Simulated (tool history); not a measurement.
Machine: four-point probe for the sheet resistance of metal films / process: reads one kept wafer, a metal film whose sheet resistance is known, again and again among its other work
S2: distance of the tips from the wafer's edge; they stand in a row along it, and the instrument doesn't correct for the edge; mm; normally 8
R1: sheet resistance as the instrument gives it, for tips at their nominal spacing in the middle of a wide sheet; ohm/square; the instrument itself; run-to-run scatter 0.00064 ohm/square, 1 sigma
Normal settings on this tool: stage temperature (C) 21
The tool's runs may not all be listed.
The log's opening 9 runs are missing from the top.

{"run": 10, "hour": 702.2, "stage temperature (C)": 21, "S2": 8, "R1": 3.190208}
{"run": 11, "hour": 758.9, "stage temperature (C)": 28, "S2": 8, "R1": 3.189364}
{"hour": 794.2, "done": "stage's thermometer calibrated"}
{"run": 12, "hour": 837.6, "stage temperature (C)": 32, "S2": 8, "R1": 3.195104}
{"run": 13, "hour": 913.1, "stage temperature (C)": 32, "S2": 8, "R1": 3.195677}
{"run": 14, "hour": 982.9, "stage temperature (C)": 32, "S2": 8, "R1": 3.196095}
{"run": 15, "hour": 1071.6, "stage temperature (C)": 32, "S2": 8, "R1": 3.1966}
{"run": 16, "hour": 1119.9, "stage temperature (C)": 32, "S2": 8, "R1": 3.197519}
{"run": 17, "hour": 1198.2, "stage temperature (C)": 19, "S2": 35, "R1": 3.16153}
{"run": 18, "hour": 1268.3, "stage temperature (C)": 30, "S2": 14, "R1": 3.169873}
{"run": 19, "hour": 1344.1, "stage temperature (C)": 20, "S2": 3, "R1": 3.435922}
{"run": 20, "hour": 1438.3, "stage temperature (C)": 26, "S2": 22, "R1": 3.164468}
{"run": 21, "hour": 1520.3, "stage temperature (C)": 19, "S2": 9, "R1": 3.194835}
{"run": 22, "hour": 1591.4, "stage temperature (C)": 31, "S2": 38, "R1": 3.159279}
{"run": 23, "hour": 1660.2, "stage temperature (C)": 29, "S2": 4, "R1": 3.320621}
{"run": 24, "hour": 1716.0, "stage temperature (C)": 19, "S2": 33, "R1": 3.16436}
{"run": 25, "hour": 1818.7, "stage temperature (C)": 26, "S2": 11, "R1": 3.182636}
{"run": 26, "hour": 1918.6, "stage temperature (C)": 33, "S2": 32, "R1": 3.16084}
{"run": 27, "hour": 1973.5, "stage temperature (C)": 33, "S2": 32, "R1": 3.160774}
{"run": 28, "hour": 2028.4, "stage temperature (C)": 24, "S2": 64, "R1": 3.161769}
{"run": 29, "hour": 2103.4, "stage temperature (C)": 22, "S2": 14, "R1": 3.176301}
{"run": 30, "hour": 2167.8, "stage temperature (C)": 29, "S2": 8, "R1": 3.202912}
{"run": 31, "hour": 2215.7, "stage temperature (C)": 29, "S2": 63, "R1": 3.161204}
{"run": 32, "hour": 2326.2, "stage temperature (C)": 29, "S2": 4, "R1": 3.323797}

Forecast each of these 4 alternatives for the next run:
{"run": "A", "hour": 2417.1, "stage temperature (C)": 35, "S2": 6, "R1": "?"}
{"run": "B", "hour": 2417.1, "stage temperature (C)": 19, "S2": 3, "R1": "?"}
{"run": "C", "hour": 2417.1, "stage temperature (C)": 21, "S2": 72, "R1": "?"}
{"run": "D", "hour": 2417.1, "stage temperature (C)": 29, "S2": 42, "R1": "?"}

run=A R1=3.234101
run=B R1=3.442015
run=C R1=3.165872
run=D R1=3.163592
The same runs, with their run-to-run variation unchanged, on a tool lacking any hidden condition would have given:
run=A R1=3.235516
run=B R1=3.443706
run=C R1=3.167393
run=D R1=3.165031

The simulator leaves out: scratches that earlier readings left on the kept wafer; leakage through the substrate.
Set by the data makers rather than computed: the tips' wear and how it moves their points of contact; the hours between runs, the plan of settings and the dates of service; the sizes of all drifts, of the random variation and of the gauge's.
